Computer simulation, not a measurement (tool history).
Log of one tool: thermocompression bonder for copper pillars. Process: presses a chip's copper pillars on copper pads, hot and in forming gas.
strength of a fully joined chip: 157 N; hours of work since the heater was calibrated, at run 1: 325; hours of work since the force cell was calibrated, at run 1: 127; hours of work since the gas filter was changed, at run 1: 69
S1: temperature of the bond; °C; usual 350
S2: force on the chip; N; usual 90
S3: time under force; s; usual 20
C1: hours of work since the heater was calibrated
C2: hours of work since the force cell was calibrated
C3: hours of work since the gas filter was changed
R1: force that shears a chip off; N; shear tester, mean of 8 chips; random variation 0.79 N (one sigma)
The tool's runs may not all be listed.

{"run": 1, "day": 0.0, "S1": 350, "S2": 90, "S3": 20, "C1": 325, "C2": 127, "C3": 69, "R1": 78.0}
{"run": 2, "day": 0.375, "S1": 350, "S2": 90, "S3": 20, "C1": 330, "C2": 132, "C3": 73, "R1": 76.7}
{"run": 3, "day": 0.775, "S1": 350, "S2": 90, "S3": 12, "C1": 334, "C2": 136, "C3": 77, "R1": 64.0}
{"run": 4, "day": 1.204, "S1": 350, "S2": 90, "S3": 12, "C1": 339, "C2": 141, "C3": 82, "R1": 64.8}
{"run": 5, "day": 1.7, "S1": 350, "S2": 90, "S3": 12, "C1": 344, "C2": 146, "C3": 88, "R1": 65.3}
{"run": 6, "day": 1.938, "S1": 350, "S2": 90, "S3": 12, "C1": 347, "C2": 149, "C3": 90, "R1": 63.8}
{"run": 7, "day": 2.283, "S1": 350, "S2": 90, "S3": 12, "C1": 351, "C2": 153, "C3": 94, "R1": 64.8}
{"run": 8, "day": 2.542, "S1": 350, "S2": 90, "S3": 12, "C1": 354, "C2": 156, "C3": 97, "R1": 65.4}
{"run": 9, "day": 2.979, "S1": 350, "S2": 90, "S3": 12, "C1": 359, "C2": 161, "C3": 102, "R1": 64.5}
{"run": 10, "day": 3.196, "S1": 350, "S2": 90, "S3": 12, "C1": 361, "C2": 163, "C3": 105, "R1": 64.6}
{"day": 3.317, "done": "forming gas filter changed"}
{"run": 11, "day": 3.696, "S1": 350, "S2": 90, "S3": 12, "C1": 367, "C2": 169, "C3": 4, "R1": 68.2}
{"run": 12, "day": 3.992, "S1": 350, "S2": 90, "S3": 12, "C1": 370, "C2": 172, "C3": 8, "R1": 68.9}
{"run": 13, "day": 4.433, "S1": 350, "S2": 90, "S3": 20, "C1": 375, "C2": 177, "C3": 13, "R1": 81.4}
{"run": 14, "day": 4.646, "S1": 350, "S2": 90, "S3": 13, "C1": 377, "C2": 179, "C3": 15, "R1": 70.2}
{"run": 15, "day": 4.896, "S1": 350, "S2": 90, "S3": 20, "C1": 380, "C2": 182, "C3": 18, "R1": 82.7}
{"run": 16, "day": 5.192, "S1": 350, "S2": 90, "S3": 20, "C1": 383, "C2": 185, "C3": 21, "R1": 81.3}
{"run": 17, "day": 5.458, "S1": 350, "S2": 90, "S3": 20, "C1": 386, "C2": 188, "C3": 24, "R1": 80.6}
{"run": 18, "day": 5.733, "S1": 350, "S2": 90, "S3": 20, "C1": 389, "C2": 191, "C3": 27, "R1": 81.0}
{"run": 19, "day": 6.042, "S1": 350, "S2": 90, "S3": 34, "C1": 393, "C2": 195, "C3": 31, "R1": 94.3}
{"run": 20, "day": 6.508, "S1": 350, "S2": 90, "S3": 34, "C1": 398, "C2": 200, "C3": 36, "R1": 95.4}
{"run": 21, "day": 6.746, "S1": 350, "S2": 90, "S3": 20, "C1": 401, "C2": 203, "C3": 38, "R1": 81.1}
{"run": 22, "day": 7.0, "S1": 350, "S2": 68, "S3": 10, "C1": 404, "C2": 206, "C3": 41, "R1": 52.6}
{"day": 7.108, "done": "force cell calibrated"}
{"run": 23, "day": 7.433, "S1": 350, "S2": 103, "S3": 10, "C1": 408, "C2": 4, "C3": 45, "R1": 67.2}
{"run": 24, "day": 7.821, "S1": 369, "S2": 128, "S3": 26, "C1": 412, "C2": 8, "C3": 50, "R1": 117.2}
{"run": 25, "day": 8.125, "S1": 372, "S2": 94, "S3": 11, "C1": 415, "C2": 11, "C3": 53, "R1": 80.2}

Run 26 comes next. What will it give?
{"day": 8.342, "done": "force cell calibrated, once more"}
{"run": 26, "day": 8.546, "S1": 372, "S2": 94, "S3": 11, "C1": 419, "C2": 2, "C3": 57, "R1": "?"}

Run 26 gave R1 82.2 N.
Without the tool's hidden state the same run would have given R1 82.4 N.
